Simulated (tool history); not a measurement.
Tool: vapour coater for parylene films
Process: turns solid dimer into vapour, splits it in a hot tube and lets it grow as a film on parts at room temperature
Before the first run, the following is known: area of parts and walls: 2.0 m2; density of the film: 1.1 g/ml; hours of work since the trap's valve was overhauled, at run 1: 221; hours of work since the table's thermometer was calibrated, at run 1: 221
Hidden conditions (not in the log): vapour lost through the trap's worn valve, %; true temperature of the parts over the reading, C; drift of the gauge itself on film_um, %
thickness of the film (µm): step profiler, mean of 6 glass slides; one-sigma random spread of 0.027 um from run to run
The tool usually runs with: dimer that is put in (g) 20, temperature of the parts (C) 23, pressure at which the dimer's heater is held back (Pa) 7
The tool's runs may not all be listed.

run   hour  dimer that is put in (g)  temperature of the parts (C)  pressure at which the dimer's heater is held back (Pa)  hours of work since the trap's valve was overhauled  hours of work since the table's thermometer was calibrated  thickness of the film (µm)
  1      0                        20                            23                                                       7                                                  221                                                         221                        6.05
  2   10.5                        20                            23                                                       7                                                  229                                                         229                        6.02
  3   25.3                        20                            23                                                       7                                                  240                                                         240                        5.97
  4   42.9                        20                            23                                                       7                                                  253                                                         253                        6.02
  5   59.6                        20                            23                                                       7                                                  266                                                         266                        6.07
  6     80                        20                            20                                                       7                                                  281                                                         281                        6.99
  7  100.1                        20                            20                                                       7                                                  297                                                         297                        7.05
  8  111.8                        20                            20                                                       7                                                  305                                                         305                        7.01
  9  128.2                        20                            20                                                       7                                                  318                                                         318                        7.02
 10  140.6                        20                            20                                                       7                                                  327                                                         327                        7.05

Expected results for the next run?
 11  157.5                        23                            33                                                   11.91                                                  340                                                         340                           ?

{"run 11": {"thickness of the film (µm)": 4.07}}
Take away the tool's hidden state, keep the run-to-run variation as it was, and the same run would have given thickness of the film (µm) 4.08.

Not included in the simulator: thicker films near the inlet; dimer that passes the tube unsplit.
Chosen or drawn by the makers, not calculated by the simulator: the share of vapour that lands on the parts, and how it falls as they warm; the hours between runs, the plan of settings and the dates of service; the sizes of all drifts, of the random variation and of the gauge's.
